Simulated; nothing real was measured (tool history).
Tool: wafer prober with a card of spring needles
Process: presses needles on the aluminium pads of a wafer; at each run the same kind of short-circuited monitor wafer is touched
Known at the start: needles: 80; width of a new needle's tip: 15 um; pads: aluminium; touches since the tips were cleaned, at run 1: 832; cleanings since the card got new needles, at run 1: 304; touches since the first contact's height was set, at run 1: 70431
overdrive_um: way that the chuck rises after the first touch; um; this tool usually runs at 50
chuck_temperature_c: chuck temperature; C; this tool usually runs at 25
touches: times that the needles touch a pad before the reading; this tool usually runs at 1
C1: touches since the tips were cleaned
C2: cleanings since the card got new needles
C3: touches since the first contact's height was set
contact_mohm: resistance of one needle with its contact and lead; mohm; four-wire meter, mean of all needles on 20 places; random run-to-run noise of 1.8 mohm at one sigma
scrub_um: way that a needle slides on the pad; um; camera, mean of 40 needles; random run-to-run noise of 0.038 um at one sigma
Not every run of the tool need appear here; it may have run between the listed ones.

{"run": 1, "day": 0.0, "overdrive_um": 50, "chuck_temperature_c": 25, "touches": 1, "C1": 832, "C2": 304, "C3": 70431, "contact_mohm": 191, "scrub_um": 7.15}
{"day": 0.092, "done": "tips cleaned on abrasive film"}
{"day": 0.246, "done": "tips cleaned on abrasive film"}
{"day": 0.371, "done": "tips cleaned on abrasive film"}
{"day": 0.492, "done": "tips cleaned on abrasive film"}
{"day": 0.646, "done": "tips cleaned on abrasive film"}
{"day": 0.771, "done": "tips cleaned on abrasive film"}
{"day": 0.921, "done": "tips cleaned on abrasive film"}
{"day": 1.075, "done": "tips cleaned on abrasive film"}
{"run": 2, "day": 1.088, "overdrive_um": 31, "chuck_temperature_c": 25, "touches": 1, "C1": 196, "C2": 312, "C3": 86653, "contact_mohm": 196, "scrub_um": 4.44}
{"day": 1.212, "done": "tips cleaned on abrasive film"}
{"day": 1.367, "done": "tips cleaned on abrasive film"}
{"day": 1.517, "done": "tips cleaned on abrasive film"}
{"day": 1.671, "done": "tips cleaned on abrasive film"}
{"day": 1.825, "done": "tips cleaned on abrasive film"}
{"day": 1.946, "done": "tips cleaned on abrasive film"}
{"run": 3, "day": 2.046, "overdrive_um": 31, "chuck_temperature_c": 25, "touches": 1, "C1": 1546, "C2": 318, "C3": 101022, "contact_mohm": 197, "scrub_um": 4.42}
{"day": 2.083, "done": "tips cleaned on abrasive film"}
{"day": 2.204, "done": "tips cleaned on abrasive film"}
{"day": 2.358, "done": "tips cleaned on abrasive film"}
{"day": 2.512, "done": "tips cleaned on abrasive film"}
{"day": 2.633, "done": "tips cleaned on abrasive film"}
{"day": 2.788, "done": "tips cleaned on abrasive film"}
{"day": 2.942, "done": "tips cleaned on abrasive film"}
{"day": 3.062, "done": "tips cleaned on abrasive film"}
{"run": 4, "day": 3.167, "overdrive_um": 31, "chuck_temperature_c": 25, "touches": 1, "C1": 1609, "C2": 326, "C3": 117742, "contact_mohm": 197, "scrub_um": 4.44}
{"day": 3.204, "done": "tips cleaned on abrasive film"}
{"day": 3.325, "done": "tips cleaned on abrasive film"}
{"day": 3.479, "done": "tips cleaned on abrasive film"}
{"day": 3.633, "done": "tips cleaned on abrasive film"}
{"day": 3.754, "done": "tips cleaned on abrasive film"}
{"day": 3.908, "done": "tips cleaned on abrasive film"}
{"run": 5, "day": 4.017, "overdrive_um": 31, "chuck_temperature_c": 25, "touches": 1, "C1": 1697, "C2": 332, "C3": 130427, "contact_mohm": 198, "scrub_um": 4.43}
{"day": 4.054, "done": "tips cleaned on abrasive film"}
{"day": 4.175, "done": "tips cleaned on abrasive film"}
{"day": 4.329, "done": "tips cleaned on abrasive film"}
{"day": 4.483, "done": "tips cleaned on abrasive film"}
{"day": 4.633, "done": "tips cleaned on abrasive film"}
{"day": 4.788, "done": "tips cleaned on abrasive film"}
{"run": 6, "day": 4.833, "overdrive_um": 31, "chuck_temperature_c": 25, "touches": 1, "C1": 672, "C2": 338, "C3": 142546, "contact_mohm": 195, "scrub_um": 4.3}
{"day": 4.925, "done": "tips cleaned on abrasive film"}
{"day": 5.05, "done": "tips cleaned on abrasive film"}
{"day": 5.2, "done": "tips cleaned on abrasive film"}
{"day": 5.325, "done": "tips cleaned on abrasive film"}
{"day": 5.479, "done": "tips cleaned on abrasive film"}
{"day": 5.6, "done": "tips cleaned on abrasive film"}
{"run": 7, "day": 5.646, "overdrive_um": 37, "chuck_temperature_c": 25, "touches": 1, "C1": 661, "C2": 344, "C3": 154656, "contact_mohm": 194, "scrub_um": 5.2}
{"day": 5.738, "done": "tips cleaned on abrasive film"}
{"day": 5.892, "done": "tips cleaned on abrasive film"}
{"day": 6.046, "done": "tips cleaned on abrasive film"}
{"day": 6.196, "done": "tips cleaned on abrasive film"}
{"day": 6.35, "done": "tips cleaned on abrasive film"}
{"day": 6.504, "done": "tips cleaned on abrasive film"}
{"day": 6.646, "done": "tips cleaned on abrasive film"}
{"run": 8, "day": 6.646, "overdrive_um": 50, "chuck_temperature_c": 49, "touches": 1, "C1": 0, "C2": 351, "C3": 169616, "contact_mohm": 193, "scrub_um": 6.97}
{"day": 6.8, "done": "tips cleaned on abrasive film"}
{"day": 6.954, "done": "tips cleaned on abrasive film"}
{"day": 7.104, "done": "tips cleaned on abrasive film"}
{"day": 7.229, "done": "tips cleaned on abrasive film"}
{"run": 9, "day": 7.288, "overdrive_um": 50, "chuck_temperature_c": 49, "touches": 1, "C1": 875, "C2": 355, "C3": 179191, "contact_mohm": 196, "scrub_um": 7.05}
{"day": 7.379, "done": "tips cleaned on abrasive film"}
{"day": 7.504, "done": "tips cleaned on abrasive film"}
{"day": 7.654, "done": "tips cleaned on abrasive film"}
{"day": 7.779, "done": "tips cleaned on abrasive film"}
{"day": 7.904, "done": "tips cleaned on abrasive film"}
{"day": 8.054, "done": "tips cleaned on abrasive film"}
{"day": 8.208, "done": "tips cleaned on abrasive film"}
{"day": 8.221, "done": "height of the first contact set anew"}
{"day": 8.346, "done": "tips cleaned on abrasive film"}
{"day": 8.467, "done": "tips cleaned on abrasive film"}
{"run": 10, "day": 8.521, "overdrive_um": 50, "chuck_temperature_c": 49, "touches": 1, "C1": 850, "C2": 364, "C3": 4514, "contact_mohm": 194, "scrub_um": 7.02}
{"day": 8.617, "done": "tips cleaned on abrasive film"}
{"day": 8.771, "done": "tips cleaned on abrasive film"}
{"day": 8.892, "done": "tips cleaned on abrasive film"}
{"day": 9.046, "done": "tips cleaned on abrasive film"}
{"run": 11, "day": 9.146, "overdrive_um": 50, "chuck_temperature_c": 49, "touches": 1, "C1": 1529, "C2": 368, "C3": 13827, "contact_mohm": 196, "scrub_um": 7}
{"day": 9.179, "done": "tips cleaned on abrasive film"}
{"day": 9.333, "done": "tips cleaned on abrasive film"}
{"day": 9.454, "done": "tips cleaned on abrasive film"}
{"day": 9.608, "done": "tips cleaned on abrasive film"}
{"day": 9.746, "done": "tips cleaned on abrasive film"}
{"run": 12, "day": 9.746, "overdrive_um": 47, "chuck_temperature_c": 48, "touches": 1, "C1": 0, "C2": 373, "C3": 22729, "contact_mohm": 196, "scrub_um": 6.57}
{"day": 9.867, "done": "tips cleaned on abrasive film"}
{"day": 10.021, "done": "tips cleaned on abrasive film"}
{"day": 10.146, "done": "tips cleaned on abrasive film"}
{"day": 10.267, "done": "tips cleaned on abrasive film"}
{"day": 10.421, "done": "tips cleaned on abrasive film"}
{"day": 10.546, "done": "tips cleaned on abrasive film"}
{"day": 10.696, "done": "tips cleaned on abrasive film"}
{"day": 10.821, "done": "tips cleaned on abrasive film"}
{"run": 13, "day": 10.879, "overdrive_um": 43, "chuck_temperature_c": 89, "touches": 1, "C1": 876, "C2": 381, "C3": 39633, "contact_mohm": 207, "scrub_um": 6.03}
{"day": 10.971, "done": "tips cleaned on abrasive film"}
{"day": 11.096, "done": "tips cleaned on abrasive film"}
{"day": 11.246, "done": "tips cleaned on abrasive film"}
{"day": 11.4, "done": "tips cleaned on abrasive film"}
{"day": 11.525, "done": "tips cleaned on abrasive film"}
{"day": 11.646, "done": "tips cleaned on abrasive film"}
{"day": 11.8, "done": "tips cleaned on abrasive film"}
{"run": 14, "day": 11.838, "overdrive_um": 67, "chuck_temperature_c": 25, "touches": 2, "C1": 572, "C2": 388, "C3": 53942, "contact_mohm": 190, "scrub_um": 9.36}
{"day": 11.933, "done": "tips cleaned on abrasive film"}
{"day": 12.083, "done": "tips cleaned on abrasive film"}
{"day": 12.208, "done": "tips cleaned on abrasive film"}
{"day": 12.362, "done": "tips cleaned on abrasive film"}
{"day": 12.483, "done": "tips cleaned on abrasive film"}
{"day": 12.608, "done": "tips cleaned on abrasive film"}
{"day": 12.758, "done": "tips cleaned on abrasive film"}
{"run": 15, "day": 12.833, "overdrive_um": 44, "chuck_temperature_c": 38, "touches": 2, "C1": 1098, "C2": 395, "C3": 68780, "contact_mohm": 195, "scrub_um": 6.17}
{"day": 12.896, "done": "tips cleaned on abrasive film"}
{"day": 13.05, "done": "tips cleaned on abrasive film"}
{"day": 13.171, "done": "tips cleaned on abrasive film"}
{"day": 13.325, "done": "tips cleaned on abrasive film"}
{"run": 16, "day": 13.367, "overdrive_um": 44, "chuck_temperature_c": 38, "touches": 3, "C1": 634, "C2": 399, "C3": 76741, "contact_mohm": 191, "scrub_um": 6.16}
{"day": 13.458, "done": "tips cleaned on abrasive film"}
{"day": 13.583, "done": "tips cleaned on abrasive film"}
{"day": 13.704, "done": "tips cleaned on abrasive film"}
{"day": 13.767, "done": "gauge calibrated"}
{"day": 13.858, "done": "tips cleaned on abrasive film"}
{"day": 14.012, "done": "tips cleaned on abrasive film"}
{"day": 14.167, "done": "tips cleaned on abrasive film"}
{"day": 14.317, "done": "tips cleaned on abrasive film"}
{"day": 14.471, "done": "tips cleaned on abrasive film"}
{"day": 14.971, "done": "card fitted with new needles"}
{"day": 15.104, "done": "tips cleaned on abrasive film"}
{"run": 17, "day": 15.104, "overdrive_um": 69, "chuck_temperature_c": 33, "touches": 1, "C1": 0, "C2": 1, "C3": 1949, "contact_mohm": 188, "scrub_um": 9.77}
{"day": 15.254, "done": "tips cleaned on abrasive film"}
{"day": 15.379, "done": "tips cleaned on abrasive film"}
{"day": 15.533, "done": "tips cleaned on abrasive film"}
{"day": 15.683, "done": "tips cleaned on abrasive film"}
{"day": 15.808, "done": "tips cleaned on abrasive film"}
{"day": 15.962, "done": "tips cleaned on abrasive film"}
{"day": 16.112, "done": "tips cleaned on abrasive film"}
{"run": 18, "day": 16.146, "overdrive_um": 67, "chuck_temperature_c": 53, "touches": 1, "C1": 463, "C2": 8, "C3": 17521, "contact_mohm": 193, "scrub_um": 9.52}
{"day": 16.262, "done": "tips cleaned on abrasive film"}
{"day": 16.388, "done": "tips cleaned on abrasive film"}
{"day": 16.508, "done": "tips cleaned on abrasive film"}
{"day": 16.662, "done": "tips cleaned on abrasive film"}
{"day": 16.817, "done": "tips cleaned on abrasive film"}
{"day": 16.971, "done": "tips cleaned on abrasive film"}
{"day": 17.092, "done": "tips cleaned on abrasive film"}
{"day": 17.246, "done": "tips cleaned on abrasive film"}
{"day": 17.375, "done": "tips cleaned on abrasive film"}
{"run": 19, "day": 17.375, "overdrive_um": 67, "chuck_temperature_c": 53, "touches": 1, "C1": 0, "C2": 17, "C3": 35836, "contact_mohm": 195, "scrub_um": 9.51}
{"day": 17.525, "done": "tips cleaned on abrasive film"}
{"day": 17.65, "done": "tips cleaned on abrasive film"}
{"day": 17.771, "done": "tips cleaned on abrasive film"}
{"day": 17.896, "done": "tips cleaned on abrasive film"}
{"day": 18.05, "done": "tips cleaned on abrasive film"}
{"day": 18.2, "done": "tips cleaned on abrasive film"}
{"day": 18.354, "done": "tips cleaned on abrasive film"}
{"day": 18.479, "done": "tips cleaned on abrasive film"}
{"run": 20, "day": 18.517, "overdrive_um": 67, "chuck_temperature_c": 31, "touches": 1, "C1": 608, "C2": 25, "C3": 52928, "contact_mohm": 189, "scrub_um": 9.43}

Branching from run 20: 3 alternative next runs. What would each branch give?
{"day": 18.612, "done": "tips cleaned on abrasive film"}
{"day": 18.733, "done": "tips cleaned on abrasive film"}
{"day": 18.858, "done": "tips cleaned on abrasive film"}
{"day": 19.012, "done": "tips cleaned on abrasive film"}
{"day": 19.162, "done": "tips cleaned on abrasive film"}
{"day": 19.317, "done": "tips cleaned on abrasive film"}
{"day": 19.442, "done": "tips cleaned on abrasive film"}
{"run": "A", "day": 19.508, "overdrive_um": 35, "chuck_temperature_c": 36, "touches": 1, "C1": 1022, "C2": 32, "C3": 67686, "contact_mohm": "?", "scrub_um": "?"}
{"day": 18.612, "done": "tips cleaned on abrasive film"}
{"day": 18.733, "done": "tips cleaned on abrasive film"}
{"day": 18.858, "done": "tips cleaned on abrasive film"}
{"day": 19.012, "done": "tips cleaned on abrasive film"}
{"day": 19.162, "done": "tips cleaned on abrasive film"}
{"day": 19.317, "done": "tips cleaned on abrasive film"}
{"day": 19.442, "done": "tips cleaned on abrasive film"}
{"run": "B", "day": 19.508, "overdrive_um": 38, "chuck_temperature_c": 25, "touches": 3, "C1": 1022, "C2": 32, "C3": 67686, "contact_mohm": "?", "scrub_um": "?"}
{"day": 18.612, "done": "tips cleaned on abrasive film"}
{"day": 18.733, "done": "tips cleaned on abrasive film"}
{"day": 18.858, "done": "tips cleaned on abrasive film"}
{"day": 19.012, "done": "tips cleaned on abrasive film"}
{"day": 19.162, "done": "tips cleaned on abrasive film"}
{"day": 19.317, "done": "tips cleaned on abrasive film"}
{"day": 19.442, "done": "tips cleaned on abrasive film"}
{"run": "C", "day": 19.508, "overdrive_um": 40, "chuck_temperature_c": 100, "touches": 3, "C1": 1022, "C2": 32, "C3": 67686, "contact_mohm": "?", "scrub_um": "?"}

run=A contact_mohm=195 scrub_um=4.92
run=B contact_mohm=195 scrub_um=5.42
run=C contact_mohm=209 scrub_um=5.69
Take away the tool's hidden state, keep each run's random variation, and the runs would have read:
run=A contact_mohm=195 scrub_um=4.98
run=B contact_mohm=195 scrub_um=5.48
run=C contact_mohm=209 scrub_um=5.76
